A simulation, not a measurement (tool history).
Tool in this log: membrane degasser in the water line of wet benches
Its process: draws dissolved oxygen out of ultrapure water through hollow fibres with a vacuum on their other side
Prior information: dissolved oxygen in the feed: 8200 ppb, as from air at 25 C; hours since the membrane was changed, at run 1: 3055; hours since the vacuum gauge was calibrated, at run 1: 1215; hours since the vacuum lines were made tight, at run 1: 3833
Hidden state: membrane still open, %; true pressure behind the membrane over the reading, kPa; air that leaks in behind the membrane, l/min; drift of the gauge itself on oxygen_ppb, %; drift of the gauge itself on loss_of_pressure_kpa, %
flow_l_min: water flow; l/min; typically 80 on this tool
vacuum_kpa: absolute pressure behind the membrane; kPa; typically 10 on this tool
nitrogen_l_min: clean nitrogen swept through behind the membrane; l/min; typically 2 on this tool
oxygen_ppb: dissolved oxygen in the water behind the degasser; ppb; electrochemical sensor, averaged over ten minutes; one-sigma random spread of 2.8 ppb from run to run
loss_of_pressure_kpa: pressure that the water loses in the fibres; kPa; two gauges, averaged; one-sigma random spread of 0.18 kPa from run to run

run    hour  flow_l_min  vacuum_kpa  nitrogen_l_min  hours since the membrane was changed  hours since the vacuum gauge was calibrated  hours since the vacuum lines were made tight  oxygen_ppb  loss_of_pressure_kpa
  1       0          80          10               2                                  3055                                         1215                                          3833       527.1                 32.87
  2   145.7          80          10               2                                  3200                                         1361                                          3979       524.1                 32.75
  3   288.2          80          10               2                                  3343                                         1503                                          4121       530.6                 32.65
  4   565.7          80        18.5               2                                  3620                                         1781                                          4399        1100                 33.01
  5   711.5          80          10               2                                  3766                                         1927                                          4545       532.9                 33.35
  6   850.6          80        16.4               2                                  3905                                         2066                                          4684       970.4                 32.83
  7  1049.5          80        16.4               2                                  4104                                         2265                                          4883       970.2                 32.93
  8  1236.1          80          10            1.13                                  4291                                         2451                                          5069       801.5                  33.1
  9  1358.9          80          10            1.13                                  4414                                         2574                                          5192       806.7                 33.22
 10    1504          80          10            1.13                                  4559                                         2719                                          5337         793                 33.04
 11  1725.9          80          10            1.13                                  4781                                         2941                                          5559       799.2                 33.17
 12  1919.5          80          10            1.13                                  4974                                         3135                                          5753       801.1                    33
 13  2131.6          80          10            1.13                                  5186                                         3347                                          5965       804.9                 33.23
 14  2247.3          80         6.1               2                                  5302                                         3462                                          6080       250.4                 33.22
 15  2461.4          80         8.7               2                                  5516                                         3677                                          6295       446.4                  33.1
 16  2659.5          80          10            1.32                                  5714                                         3875                                          6493       731.6                 33.07
 17  2785.1          86        19.6            3.37                                  5840                                         4000                                          6618       847.3                 35.84
 18  2918.6          86        19.6            3.37                                  5973                                         4134                                          6752       849.9                 35.97
 19  3094.7          86        19.6            3.37                                  6149                                         4310                                          6928       841.5                 34.94
 20  3320.7          61         8.9             2.4                                  6375                                         4536                                          7154       319.7                 25.63
 21  3544.2          61         8.9             2.4                                  6599                                         4759                                          7377       324.1                 25.48
 22  3789.3          53        21.2             1.5                                  6844                                         5004                                          7623      1191.1                 21.76
 23    3964          53        21.2             1.5                                  7019                                         5179                                          7797      1174.8                 22.15
 24  4162.8          53        21.2             1.5                                  7217                                         5378                                          7996      1181.4                 22.27
 25    4442          82          10            3.55                                  7497                                         5657                                          8275       353.5                 34.26
 26  4670.5          53        17.6            1.02                                  7725                                         5886                                          8504      1284.3                 22.08
 27  4795.1         103        22.5               2                                  7850                                         6010                                          8628      1616.5                 43.09
     4935.1  -- seals of the vacuum lines changed
 28  5061.8         103        22.5               2                                  8115                                         6275                                           127      1629.8                 43.02
 29  5262.6          48        15.4               2                                  8315                                         6476                                           328       615.1                 19.85
 30  5493.1          73        10.7               2                                  8546                                         6706                                           558       549.4                 30.67
     5509.6  -- vacuum gauge calibrated
 31  5734.5          73        10.7            1.17                                  8787                                          225                                           799       787.9                 30.67
 32  5977.3          71        20.7               2                                  9030                                          468                                          1042      1132.2                 29.84

Selected run-to-run steps in oxygen_ppb, each split into two signed amounts: the part the tool would show with no hidden state at all (from settings, incoming material and random variation), and the remainder, which goes to the hidden state together with any gauge scatter not common to the measured and the hidden-state-free results:
Run 21 -> 22: flow_l_min 61 -> 53, vacuum_kpa 8.9 -> 21.2, nitrogen_l_min 2.4 -> 1.5. oxygen_ppb +867 ppb: hidden state +5.2, all else +861.8.
Run 25 -> 26: flow_l_min 82 -> 53, vacuum_kpa 10 -> 17.6, nitrogen_l_min 3.55 -> 1.02. oxygen_ppb +930.8 ppb: hidden state +8, all else +922.8.
Run 28 -> 29: flow_l_min 103 -> 48, vacuum_kpa 22.5 -> 15.4. oxygen_ppb -1014.7 ppb: hidden state -8.8, all else -1005.9.
Run 29 -> 30: flow_l_min 48 -> 73, vacuum_kpa 15.4 -> 10.7. oxygen_ppb -65.7 ppb: hidden state +8.5, all else -74.2.
Run 30 -> 31: nitrogen_l_min 2 -> 1.17, vacuum gauge calibrated. oxygen_ppb +238.5 ppb: hidden state -26.5, all else +265.
